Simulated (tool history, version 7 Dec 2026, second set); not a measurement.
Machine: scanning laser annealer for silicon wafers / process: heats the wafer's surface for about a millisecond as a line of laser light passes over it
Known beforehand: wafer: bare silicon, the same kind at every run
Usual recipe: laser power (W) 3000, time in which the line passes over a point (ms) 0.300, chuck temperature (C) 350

run    hour  laser power (W)  time in which the line passes over a point (ms)  chuck temperature (C)  highest temperature of the surface (C)
  1     0.0             3000                                            0.300                    350                                    1102
       18.7  -- window over the wafer cleaned
  2    45.2             3000                                            0.266                    350                                    1064
  3    84.4             3000                                            0.266                    350                                    1061
  4   138.0             3000                                            0.300                    374                                    1129
  5   167.8             3174                                            0.300                    374                                    1177
  6   209.8             3000                                            0.300                    350                                    1105
  7   254.1             3000                                            0.300                    350                                    1102
  8   323.1             3000                                            0.300                    350                                    1105
  9   365.3             3000                                            0.327                    350                                    1136
 10   411.9             3000                                            0.300                    350                                    1102
 11   448.0             3000                                            0.300                    350                                    1104
 12   519.9             3000                                            0.300                    350                                    1106
 13   585.4             3000                                            0.300                    350                                    1101
 14   616.3             2962                                            0.300                    374                                    1118
 15   645.9             3000                                            0.300                    312                                    1065
 16   678.7             3228                                            0.366                    320                                    1218
 17   709.6             2662                                            0.376                    323                                    1058
 18   759.7             3085                                            0.279                    379                                    1134
 19   829.1             2577                                            0.350                    319                                    1002
      882.9  -- window over the wafer cleaned
 20   898.1             3000                                            0.325                    350                                    1134
 21   929.7             3000                                            0.245                    354                                    1038
 22   961.1             2557                                            0.300                    383                                    1014
 23  1020.4             2557                                            0.300                    338                                     969
 24  1051.9             2988                                            0.349                    312                                    1119
 25  1089.4             2581                                            0.245                    387                                     966
 26  1130.5             2933                                            0.334                    369                                    1142

Consider 4 possible next runs. They are alternatives, not a sequence: every one starts from the tool as it was left by run 26. What does each give?
  A  1193.2             2933                                            0.334                    381                                       ?
  B  1193.2             3189                                            0.324                    350                                       ?
  C  1193.2             2933                                            0.334                    328                                       ?
  D  1193.2             2638                                            0.334                    340                                       ?

run  highest temperature of the surface (C)
  A                                    1157
  B                                    1187
  C                                    1104
  D                                    1025
What these runs would have given with no unlogged condition in the tool:
run  highest temperature of the surface (C)
  A                                    1158
  B                                    1188
  C                                    1104
  D                                    1026
